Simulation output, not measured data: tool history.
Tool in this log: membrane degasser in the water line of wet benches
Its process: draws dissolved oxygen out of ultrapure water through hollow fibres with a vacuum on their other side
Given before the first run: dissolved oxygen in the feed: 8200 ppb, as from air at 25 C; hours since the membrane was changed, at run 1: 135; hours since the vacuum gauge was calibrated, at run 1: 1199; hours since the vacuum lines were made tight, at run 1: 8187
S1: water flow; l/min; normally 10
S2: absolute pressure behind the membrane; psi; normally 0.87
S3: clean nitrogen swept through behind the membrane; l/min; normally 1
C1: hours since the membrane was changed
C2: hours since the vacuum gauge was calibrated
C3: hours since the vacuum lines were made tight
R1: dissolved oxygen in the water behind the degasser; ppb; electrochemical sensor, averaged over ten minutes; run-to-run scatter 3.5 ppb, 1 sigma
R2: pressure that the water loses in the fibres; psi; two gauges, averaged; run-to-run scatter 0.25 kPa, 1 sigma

run 1 hour=0 | S1=10 S2=0.87 S3=1 | C1=135 C2=1199 C3=8187 | R1=356.9 R2=9.626
run 2 hour=68.7 | S1=10 S2=0.87 S3=0.41 | C1=204 C2=1267 C3=8256 | R1=433.5 R2=9.651
run 3 hour=130.4 | S1=10 S2=0.949 S3=1 | C1=266 C2=1329 C3=8318 | R1=375 R2=9.712
run 4 hour=177.2 | S1=10 S2=0.949 S3=1 | C1=312 C2=1376 C3=8364 | R1=370.6 R2=9.723
run 5 hour=224.4 | S1=10 S2=1.659 S3=1 | C1=360 C2=1423 C3=8412 | R1=473.6 R2=9.628
run 6 hour=321.1 | S1=10 S2=1.659 S3=1 | C1=456 C2=1520 C3=8508 | R1=465.4 R2=9.642
run 7 hour=400.6 | S1=10 S2=0.709 S3=1 | C1=536 C2=1599 C3=8588 | R1=331.4 R2=9.555
run 8 hour=443.1 | S1=10 S2=0.709 S3=1 | C1=578 C2=1642 C3=8630 | R1=331.1 R2=9.633
run 9 hour=507.2 | S1=12 S2=0.87 S3=1 | C1=642 C2=1706 C3=8694 | R1=469.4 R2=11.517
run 10 hour=561.9 | S1=12 S2=0.87 S3=1 | C1=697 C2=1760 C3=8749 | R1=470.7 R2=11.632
run 11 hour=622 | S1=8 S2=0.744 S3=2.94 | C1=757 C2=1821 C3=8809 | R1=208.3 R2=7.687
run 12 hour=675.9 | S1=11 S2=0.599 S3=1 | C1=811 C2=1874 C3=8863 | R1=366.4 R2=10.604
run 13 hour=764.5 | S1=7 S2=0.599 S3=1 | C1=900 C2=1963 C3=8952 | R1=165.8 R2=6.752
run 14 hour=851.1 | S1=7 S2=0.776 S3=1 | C1=986 C2=2050 C3=9038 | R1=187.1 R2=6.795
run 15 hour=924 | S1=15 S2=1.189 S3=0.43 | C1=1059 C2=2123 C3=9111 | R1=852.2 R2=14.578
run 16 hour=967.6 | S1=15 S2=1.189 S3=0.43 | C1=1103 C2=2166 C3=9155 | R1=861.6 R2=14.552
run 17 hour=1016.8 | S1=10 S2=0.728 S3=1.66 | C1=1152 C2=2215 C3=9204 | R1=321.9 R2=9.707
run 18 hour=1063.7 | S1=10 S2=0.728 S3=1.66 | C1=1199 C2=2262 C3=9251 | R1=326 R2=9.684
run 19 hour=1144.1 | S1=11 S2=0.728 S3=1.66 | C1=1279 C2=2343 C3=9331 | R1=373.7 R2=10.605

Alternative continuations, all from the tool just after run 19; predict every row:
run A hour=1198.2 | S1=14 S2=0.553 S3=1.66 | C1=1333 C2=2397 C3=9385 | R1=? R2=?
run B hour=1198.2 | S1=9 S2=0.728 S3=1.97 | C1=1333 C2=2397 C3=9385 | R1=? R2=?
run C hour=1198.2 | S1=13 S2=1.484 S3=1.66 | C1=1333 C2=2397 C3=9385 | R1=? R2=?
run D hour=1198.2 | S1=10 S2=0.589 S3=1.04 | C1=1333 C2=2397 C3=9385 | R1=? R2=?
run E hour=1198.2 | S1=11 S2=0.728 S3=2.57 | C1=1333 C2=2397 C3=9385 | R1=? R2=?

run=A R1=505.8 R2=13.581
run=B R1=264.3 R2=8.656
run=C R1=566.5 R2=12.628
run=D R1=314.5 R2=9.628
run=E R1=364.4 R2=10.724
Take away the tool's hidden state, keep each run's random variation, and the runs would have read:
run=A R1=498.5 R2=13.525
run=B R1=259.2 R2=8.62
run=C R1=556.9 R2=12.576
run=D R1=308.2 R2=9.587
run=E R1=358.5 R2=10.679

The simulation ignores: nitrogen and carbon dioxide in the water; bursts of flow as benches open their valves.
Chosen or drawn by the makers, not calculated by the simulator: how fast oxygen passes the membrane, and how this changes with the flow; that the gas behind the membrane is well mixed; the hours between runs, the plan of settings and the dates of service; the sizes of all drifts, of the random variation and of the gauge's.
